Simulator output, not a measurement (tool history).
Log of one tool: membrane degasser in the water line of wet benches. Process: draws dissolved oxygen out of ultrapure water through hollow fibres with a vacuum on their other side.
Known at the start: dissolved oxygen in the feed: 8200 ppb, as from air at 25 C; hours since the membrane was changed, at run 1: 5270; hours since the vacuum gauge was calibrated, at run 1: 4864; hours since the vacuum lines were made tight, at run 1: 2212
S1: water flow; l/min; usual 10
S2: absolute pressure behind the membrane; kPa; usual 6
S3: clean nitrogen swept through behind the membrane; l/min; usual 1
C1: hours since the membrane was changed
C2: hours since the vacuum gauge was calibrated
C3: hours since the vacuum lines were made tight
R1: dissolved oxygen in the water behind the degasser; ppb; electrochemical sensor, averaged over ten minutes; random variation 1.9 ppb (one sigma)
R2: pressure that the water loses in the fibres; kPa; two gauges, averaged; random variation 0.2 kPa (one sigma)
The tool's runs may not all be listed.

run      day  S1     S2    S3    C1    C2    C3     R1     R2
  1        0  10      6     1  5270  4864  2212  237.4  48.06
  2    5.408   7      6     1  5400  4994  2341    155  33.37
  3   10.242  10      6     1  5516  5110  2458  238.6  48.35
  4   13.533   8      6     1  5595  5189  2537  186.3  38.77
  5   19.983   8      6     1  5750  5344  2691  186.9  38.61
  6   24.571  10      6     1  5860  5454  2801  247.6  48.54
  7   28.967  10  11.25     1  5965  5559  2907    365  48.51
  8   33.621  10      6     1  6077  5671  3019  250.9  48.37
  9   40.958  10  12.17     1  6253  5847  3195  384.7  48.36
 10   48.312  10  12.17     1  6430  6024  3371  392.2  48.43
 11   54.133  10   7.61     1  6569  6163  3511  291.4  49.09
      61.196  -- seals of the vacuum lines changed
 12   61.196  10   7.61     1  6737  6331     0    284  49.19
 13   66.512  10   7.61     1  6864  6458   128  287.6  48.64
 14   69.775  10   7.61     1  6943  6537   206  287.2  49.27
 15   77.167  10   7.61     1  7120  6714   383  293.5  49.01
 16   84.408  10   7.61     1  7294  6888   557  296.2  49.45
 17   90.938  10      6  1.45  7451  7045   714  240.1  49.19
 18   97.096  12      6   0.8  7598  7192   862  339.2   59.4
 19  102.267  12      6   0.8  7722  7316   986  343.3  59.43
 20  106.571  13   8.52   1.9  7826  7420  1089  354.8  64.47
 21  110.662  13   8.52   1.9  7924  7518  1187  348.8  64.73
 22  116.112   9   4.07  1.45  8055  7649  1318  182.2  44.58
     118.079  -- membrane cartridge changed
 23  120.838   9   6.57  2.63    66  7758  1427  143.4  40.48
 24  127.721   9   6.57  2.63   231  7923  1593  143.3  40.59
 25  131.517  12   7.16  1.04   322  8014  1684  283.9  53.92
 26  138.508  10   5.01   1.9   490  8182  1852  160.6  45.77
 27  143.158  11   4.08  0.82   602  8294  1963  195.1  49.84
 28  147.025  10   7.53   0.5   695  8387  2056  338.7  45.49
     148.888  -- vacuum gauge calibrated
 29  151.921  10    5.2  0.42   812    73  2173  233.1  45.52
 30   159.05  10      6  1.94   983   244  2344  171.1  45.99
 31  162.221  12   6.19  0.81  1059   320  2420  270.6  54.69

Hidden state at the last listed run before each entry between runs and at the first one after, where it differs:
Between runs 11 and 12: seals of the vacuum lines changed (day 61.196)
  membrane still open, %: 92.3 -> 92.2; true pressure behind the membrane over the reading, kPa: 0.45 -> 0.46; air that leaks in behind the membrane, l/min: 0.0128 -> 0.0019
  measured less the result without the state, R1: +60.4 -> +57.8 ppb; R2: +3.76 -> +3.85 kPa
Between runs 22 and 23: membrane cartridge changed (day 118.079)
  membrane still open, %: 90.6 -> 99.9; true pressure behind the membrane over the reading, kPa: 0.56 -> 0.57; air that leaks in behind the membrane, l/min: 0.0061 -> 0.0064
  measured less the result without the state, R1: +61.8 -> +5.4 ppb; R2: +4.18 -> +0.03 kPa
Between runs 28 and 29: vacuum gauge calibrated (day 148.888)
  membrane still open, %: 99.2 -> 99; true pressure behind the membrane over the reading, kPa: 0.61 -> -0.01; air that leaks in behind the membrane, l/min: 0.0084 -> 0.0088
  measured less the result without the state, R1: +31.4 -> +5.4 ppb; R2: +0.37 -> +0.44 kPa
